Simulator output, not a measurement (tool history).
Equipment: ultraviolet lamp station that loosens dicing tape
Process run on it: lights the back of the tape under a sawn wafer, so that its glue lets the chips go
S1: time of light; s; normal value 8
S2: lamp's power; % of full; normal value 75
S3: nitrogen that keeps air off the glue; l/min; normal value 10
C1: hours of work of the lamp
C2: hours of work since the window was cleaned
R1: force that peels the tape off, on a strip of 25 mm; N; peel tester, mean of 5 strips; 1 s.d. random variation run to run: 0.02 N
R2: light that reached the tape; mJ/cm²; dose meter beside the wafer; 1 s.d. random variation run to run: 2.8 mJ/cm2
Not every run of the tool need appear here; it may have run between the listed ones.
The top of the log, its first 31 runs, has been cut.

run,day,S1,S2,S3,C1,C2,R1,R2
32,8.588,4,73,3,236,608,4.618,189
33,8.958,4,73,3,243,614,4.582,190
34,9.267,8,81,10,248,620,0.810,420
35,9.558,8,75,11,253,625,0.911,387
36,9.858,14,94,20,259,630,0.165,852
37,10.142,14,94,20,264,636,0.155,842
38,10.525,14,75,18,271,642,0.210,676
39,10.692,5,71,11,274,645,2.377,233
40,11.008,5,71,11,279,651,2.361,230
41,11.296,8,75,9,284,656,1.042,392
42,11.533,8,75,9,289,660,1.021,385
43,11.762,8,75,9,293,665,1.052,388

5 ways to go on from here, each from the tool as it stands after run 43. What would each give?
A,12.033,8,68,19,298,669,?,?
B,12.033,8,75,12,298,669,?,?
C,12.033,16,70,10,298,669,?,?
D,12.033,8,75,15,298,669,?,?
E,12.033,10,77,9,298,669,?,?

run,R1,R2
A,0.928,347
B,0.874,385
C,0.229,717
D,0.808,393
E,0.564,499
With no hidden state in the tool, these same runs would have given:
run,R1,R2
A,0.925,348
B,0.871,386
C,0.229,718
D,0.805,394
E,0.562,500
